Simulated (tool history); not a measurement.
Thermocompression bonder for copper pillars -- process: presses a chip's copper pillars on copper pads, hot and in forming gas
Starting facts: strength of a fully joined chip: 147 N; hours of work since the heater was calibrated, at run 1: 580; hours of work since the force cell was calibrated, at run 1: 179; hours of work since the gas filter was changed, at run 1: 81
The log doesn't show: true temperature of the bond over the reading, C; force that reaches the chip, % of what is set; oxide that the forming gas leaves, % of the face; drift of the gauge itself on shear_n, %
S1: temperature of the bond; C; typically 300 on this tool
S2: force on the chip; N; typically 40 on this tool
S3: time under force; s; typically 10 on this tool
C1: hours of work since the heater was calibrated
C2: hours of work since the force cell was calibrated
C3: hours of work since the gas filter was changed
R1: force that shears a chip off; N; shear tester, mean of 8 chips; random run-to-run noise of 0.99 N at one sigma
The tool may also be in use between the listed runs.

run,hour,S1,S2,S3,C1,C2,C3,R1
1,0.0,300,40,10,580,179,81,79.9
2,30.8,300,40,10,603,202,104,76.2
3,66.0,300,40,10,629,228,130,76.5
4,98.6,282,40,10,653,252,154,61.2
5,127.0,282,40,10,674,273,175,60.3
6,172.4,282,40,10,707,307,209,57.7
# hour 180.1: forming gas filter changed
7,200.1,282,40,10,728,327,15,62.0
8,220.9,300,40,13,743,342,30,83.4
9,265.9,300,40,10,776,376,63,75.4
10,302.6,300,40,9,803,403,91,73.3
11,340.1,300,40,9,831,431,118,70.5
12,364.6,300,40,9,849,449,136,72.1
13,410.9,314,40,10,883,483,171,82.8
14,450.5,300,40,10,913,512,200,72.5
# hour 469.1: forming gas filter changed
15,477.9,300,29,10,933,532,7,54.2
16,504.1,300,40,10,952,551,26,74.9
17,546.3,300,40,10,983,583,57,74.4
18,596.4,281,40,10,1020,620,94,56.7
19,644.1,276,40,10,1056,655,129,52.0
20,684.7,276,40,10,1086,685,159,53.3
21,706.4,313,30,10,1102,701,175,62.5
22,731.2,300,60,24,1120,719,194,118.3
# hour 760.0: forming gas filter changed
23,761.7,330,60,29,1142,742,1,141.9
# hour 795.5: heater calibrated with a thermocouple chip
24,795.5,300,40,18,0,765,25,100.0
25,844.9,300,30,10,37,802,61,60.3
26,892.8,300,30,10,72,837,97,61.4
27,926.2,277,34,15,97,862,121,58.9
28,975.1,277,34,15,133,898,158,57.0
29,1019.9,300,29,20,166,931,191,73.8
30,1040.8,300,37,17,181,946,206,84.3
# hour 1050.4: forming gas filter changed
31,1086.6,270,37,8,215,980,27,45.7
32,1120.3,270,37,8,240,1005,52,45.2
33,1153.7,309,57,10,265,1030,76,110.6
34,1186.0,294,45,10,288,1053,100,80.5
35,1219.1,318,31,25,313,1078,125,96.8
36,1262.6,326,47,25,345,1110,157,127.0
37,1310.9,326,47,25,381,1146,193,123.7
38,1335.7,291,56,20,399,1164,211,106.0
# hour 1338.9: forming gas filter changed
39,1368.7,303,51,20,423,1188,22,116.9

Each row is a separate what-if for the run after 39, all from the same tool condition, not one after another. Results?
A,1406.1,303,42,20,451,1216,50,?
B,1406.1,300,40,14,451,1216,50,?
C,1406.1,300,40,10,451,1216,50,?

run,R1
A,100.3
B,85.3
C,76.8
Without the tool's hidden state the same runs would have given:
run,R1
A,109.0
B,94.1
C,85.4

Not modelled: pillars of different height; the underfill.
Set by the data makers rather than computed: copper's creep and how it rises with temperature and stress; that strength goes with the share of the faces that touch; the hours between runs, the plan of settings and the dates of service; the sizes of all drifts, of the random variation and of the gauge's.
